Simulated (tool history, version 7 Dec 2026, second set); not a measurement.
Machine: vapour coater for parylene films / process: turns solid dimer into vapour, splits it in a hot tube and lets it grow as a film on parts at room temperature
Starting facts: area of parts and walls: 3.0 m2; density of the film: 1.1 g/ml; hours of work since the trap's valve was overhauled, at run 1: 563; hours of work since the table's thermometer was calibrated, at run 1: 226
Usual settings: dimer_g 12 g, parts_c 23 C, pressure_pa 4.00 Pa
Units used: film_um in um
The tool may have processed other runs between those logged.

run,hour,dimer_g,parts_c,pressure_pa,hours of work since the trap's valve was overhauled,hours of work since the table's thermometer was calibrated,film_um
1,0.0,12,23,4.00,563,226,1.58
# hour 17.1: trap's valve overhauled
2,17.1,12,23,4.00,0,235,1.82
3,31.0,12,23,4.86,9,245,1.75
4,40.5,12,23,11.20,16,251,1.50
5,53.6,15,23,4.00,25,260,2.26
# hour 55.3: table's thermometer calibrated
6,67.9,15,23,4.00,34,9,2.30
7,76.4,9,23,4.00,40,14,1.38
8,90.8,13,23,2.40,50,24,2.16
9,105.0,7,31,5.64,59,34,0.88
10,119.2,12,19,5.04,69,44,1.85
# hour 123.7: table's thermometer calibrated, once more
11,135.5,7,17,6.92,79,8,1.05
12,149.0,7,20,6.92,88,17,1.01

What if the next run were any one of these 4? Each begins from the tool's condition after run 12:
A,157.0,6,22,2.59,94,23,?
B,157.0,11,16,4.73,94,23,?
C,157.0,7,20,2.53,94,23,?
D,157.0,21,19,6.92,94,23,?

run,film_um
A,1.02
B,1.82
C,1.23
D,3.03
What these runs would have given with no unlogged condition in the tool:
run,film_um
A,1.05
B,1.87
C,1.27
D,3.11
